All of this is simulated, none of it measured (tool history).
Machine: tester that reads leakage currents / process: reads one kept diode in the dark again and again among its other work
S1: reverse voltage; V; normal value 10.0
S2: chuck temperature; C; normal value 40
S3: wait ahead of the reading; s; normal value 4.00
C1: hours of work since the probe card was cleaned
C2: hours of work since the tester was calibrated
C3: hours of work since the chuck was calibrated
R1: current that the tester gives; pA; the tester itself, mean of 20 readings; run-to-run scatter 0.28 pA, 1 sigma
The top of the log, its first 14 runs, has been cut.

run,day,S1,S2,S3,C1,C2,C3,R1
15,72.504,10.0,21,0.55,605,2078,405,27.28
16,76.162,10.0,21,0.55,644,2117,444,27.06
17,82.958,10.0,40,4.00,717,2190,517,91.23
18,87.154,10.0,40,4.00,762,2235,562,91.60
19,90.758,10.0,40,4.00,800,2274,601,91.71
20,96.179,10.0,26,4.00,858,2332,659,31.44
21,102.496,1.0,52,4.00,926,2399,726,106.76
22,108.071,4.1,35,2.96,986,2459,786,47.80
23,111.650,4.1,32,2.96,1024,2498,825,37.91
24,114.600,1.8,22,0.65,1056,2529,856,13.99
25,117.771,3.6,22,2.31,1090,2563,890,16.69
26,124.854,10.0,28,1.40,1166,2639,966,38.79
# day 125.933: chuck's temperature calibrated
27,129.542,10.0,28,1.40,1215,2688,39,38.69
28,133.092,10.0,28,1.40,1253,2727,77,38.69
29,139.038,11.6,28,1.21,1317,2790,140,41.22
30,142.167,2.1,45,1.21,1350,2824,174,82.07
31,148.146,13.5,44,1.20,1414,2888,238,137.92
32,153.588,17.3,22,4.00,1473,2946,296,27.63
33,158.846,17.3,22,4.00,1529,3003,353,27.80
34,162.471,17.3,22,4.00,1568,3041,392,27.67
# day 163.992: probe card cleaned and baked
35,168.621,8.0,23,4.00,50,3106,456,23.02
36,172.292,8.0,23,4.00,89,3145,496,23.01

What will run 37 give?
37,175.392,2.9,27,4.00,122,3179,529,?

{"run 37": {"R1": 23.11}}
On a tool with no hidden condition, and with the same random variation, this run would have come out at R1 23.09 pA.
